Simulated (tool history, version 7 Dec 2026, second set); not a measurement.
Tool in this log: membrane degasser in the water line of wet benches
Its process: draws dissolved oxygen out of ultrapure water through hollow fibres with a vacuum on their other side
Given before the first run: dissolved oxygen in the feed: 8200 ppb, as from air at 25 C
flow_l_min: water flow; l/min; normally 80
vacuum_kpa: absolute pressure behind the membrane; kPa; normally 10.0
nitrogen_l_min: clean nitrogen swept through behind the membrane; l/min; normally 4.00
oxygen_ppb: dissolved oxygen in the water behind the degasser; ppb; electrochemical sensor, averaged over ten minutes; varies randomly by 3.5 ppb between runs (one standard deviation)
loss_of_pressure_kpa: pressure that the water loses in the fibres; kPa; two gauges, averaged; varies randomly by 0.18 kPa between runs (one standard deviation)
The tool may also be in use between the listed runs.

run 1 day=0.000 | flow_l_min=80 vacuum_kpa=10.0 nitrogen_l_min=4.00 | oxygen_ppb=508.3 loss_of_pressure_kpa=44.20
-- day=10.821 seals of the vacuum lines changed
run 2 day=10.821 | flow_l_min=80 vacuum_kpa=10.0 nitrogen_l_min=4.00 | oxygen_ppb=517.4 loss_of_pressure_kpa=44.28
run 3 day=18.138 | flow_l_min=120 vacuum_kpa=10.0 nitrogen_l_min=4.00 | oxygen_ppb=936.6 loss_of_pressure_kpa=66.55
run 4 day=24.404 | flow_l_min=120 vacuum_kpa=10.0 nitrogen_l_min=4.00 | oxygen_ppb=939.5 loss_of_pressure_kpa=66.15
run 5 day=30.417 | flow_l_min=120 vacuum_kpa=10.0 nitrogen_l_min=4.00 | oxygen_ppb=943.3 loss_of_pressure_kpa=66.51
run 6 day=41.850 | flow_l_min=80 vacuum_kpa=10.0 nitrogen_l_min=4.00 | oxygen_ppb=514.1 loss_of_pressure_kpa=44.07
run 7 day=48.442 | flow_l_min=80 vacuum_kpa=10.0 nitrogen_l_min=4.00 | oxygen_ppb=512.5 loss_of_pressure_kpa=44.37
run 8 day=61.833 | flow_l_min=80 vacuum_kpa=10.0 nitrogen_l_min=4.00 | oxygen_ppb=519.7 loss_of_pressure_kpa=44.58
run 9 day=70.488 | flow_l_min=80 vacuum_kpa=17.1 nitrogen_l_min=4.00 | oxygen_ppb=792.0 loss_of_pressure_kpa=44.68
run 10 day=75.958 | flow_l_min=80 vacuum_kpa=17.1 nitrogen_l_min=4.00 | oxygen_ppb=784.3 loss_of_pressure_kpa=44.40
run 11 day=85.708 | flow_l_min=80 vacuum_kpa=17.1 nitrogen_l_min=4.00 | oxygen_ppb=789.8 loss_of_pressure_kpa=44.27
run 12 day=93.050 | flow_l_min=80 vacuum_kpa=17.1 nitrogen_l_min=4.53 | oxygen_ppb=731.3 loss_of_pressure_kpa=44.28
run 13 day=104.567 | flow_l_min=80 vacuum_kpa=6.7 nitrogen_l_min=2.01 | oxygen_ppb=497.0 loss_of_pressure_kpa=44.14
run 14 day=117.771 | flow_l_min=80 vacuum_kpa=8.5 nitrogen_l_min=4.00 | oxygen_ppb=454.4 loss_of_pressure_kpa=44.77
run 15 day=129.692 | flow_l_min=61 vacuum_kpa=23.9 nitrogen_l_min=5.03 | oxygen_ppb=648.4 loss_of_pressure_kpa=33.65
-- day=135.125 vacuum gauge calibrated
run 16 day=140.188 | flow_l_min=61 vacuum_kpa=23.9 nitrogen_l_min=5.03 | oxygen_ppb=649.8 loss_of_pressure_kpa=33.97
run 17 day=152.108 | flow_l_min=61 vacuum_kpa=23.9 nitrogen_l_min=5.03 | oxygen_ppb=646.5 loss_of_pressure_kpa=34.01
run 18 day=162.292 | flow_l_min=61 vacuum_kpa=21.6 nitrogen_l_min=3.25 | oxygen_ppb=803.5 loss_of_pressure_kpa=33.70

For run 19, what comes out?
run 19 day=168.538 | flow_l_min=62 vacuum_kpa=21.6 nitrogen_l_min=4.46 | oxygen_ppb=? loss_of_pressure_kpa=?

oxygen_ppb: 659.9 ppb
loss_of_pressure_kpa: 34.38 kPa
Without the tool's hidden state the same run would have given oxygen_ppb 659.6 ppb, loss_of_pressure_kpa 34.36 kPa.
